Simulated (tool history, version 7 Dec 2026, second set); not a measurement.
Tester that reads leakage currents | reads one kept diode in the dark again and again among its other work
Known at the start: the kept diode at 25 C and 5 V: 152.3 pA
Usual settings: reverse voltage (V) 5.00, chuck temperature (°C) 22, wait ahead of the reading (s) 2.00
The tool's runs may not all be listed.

run,day,reverse voltage (V),chuck temperature (°C),wait ahead of the reading (s),current that the tester gives (pA)
1,0.000,5.00,22,2.00,127.41
2,6.617,5.00,22,2.00,130.32
3,14.379,5.00,21,2.00,122.38
4,19.329,5.00,22,2.00,135.46
5,27.358,5.00,22,2.00,139.50
6,32.721,5.00,22,2.00,143.18
7,38.729,5.00,22,2.00,144.06
# day 43.879: chuck's temperature calibrated
8,46.212,5.00,22,2.00,124.24
# day 49.962: tester calibrated
9,50.446,5.00,22,2.00,125.83
10,56.696,5.00,22,3.76,128.04
11,60.367,5.00,22,3.76,129.17
# day 69.342: probe card cleaned and baked
12,69.342,5.00,22,3.76,120.99
13,74.300,5.00,22,3.76,122.59
# day 79.096: tester calibrated, once more
14,80.550,5.00,23,3.76,139.40
15,85.167,3.78,52,4.65,1577.57
16,93.246,3.78,52,4.65,1596.28
17,100.083,1.23,52,3.95,836.93
18,107.654,5.00,34,1.60,416.53

Forecast each of these 5 alternatives for the next run:
A,112.679,5.00,52,0.49,?
B,112.679,5.00,28,0.88,?
C,112.679,10.61,20,0.65,?
D,112.679,1.34,44,4.95,?
E,112.679,3.11,21,5.12,?

run,current that the tester gives (pA)
A,1950.68
B,245.73
C,185.13
D,466.29
E,95.45
Without the tool's hidden state the same runs would have given:
run,current that the tester gives (pA)
A,1690.97
B,204.91
C,148.36
D,401.09
E,78.01

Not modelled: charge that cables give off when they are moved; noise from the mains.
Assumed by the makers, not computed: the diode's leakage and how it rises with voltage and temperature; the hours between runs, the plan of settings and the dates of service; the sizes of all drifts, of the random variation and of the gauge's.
